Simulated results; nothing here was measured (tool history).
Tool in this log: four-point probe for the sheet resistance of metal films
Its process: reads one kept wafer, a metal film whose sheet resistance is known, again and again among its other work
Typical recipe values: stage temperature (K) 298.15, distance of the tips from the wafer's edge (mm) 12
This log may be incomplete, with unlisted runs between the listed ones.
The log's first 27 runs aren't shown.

run,hour,stage temperature (K),distance of the tips from the wafer's edge (mm),sheet resistance as the instrument gives it (ohm/square)
28,361.7,292.15,41,0.69689
29,372.2,306.15,65,0.701493
30,387.7,305.15,16,0.701593
31,398.4,291.15,54,0.696552
32,416.5,308.15,54,0.701923
33,429.3,297.15,12,0.699563
34,438.3,306.15,7,0.704834
35,451,307.15,46,0.701879
36,460.4,307.15,46,0.701729
37,474.6,291.15,63,0.696427
38,483.5,291.15,63,0.696336
39,492.2,293.15,12,0.698221
40,510.3,301.15,66,0.69977
41,518.6,297.15,46,0.698651
42,536.4,301.15,39,0.699871
43,549.8,302.15,4,0.709587
44,560.8,302.15,4,0.709546

Forecast each of these 4 alternatives for the next run:
A,574.7,307.15,12,?
B,574.7,303.15,12,?
C,574.7,293.15,13,?
D,574.7,296.15,3,?

run,sheet resistance as the instrument gives it (ohm/square)
A,0.702881
B,0.701869
C,0.698293
D,0.714861
What these runs would have given with no unlogged condition in the tool:
run,sheet resistance as the instrument gives it (ohm/square)
A,0.703357
B,0.702352
C,0.698793
D,0.715367
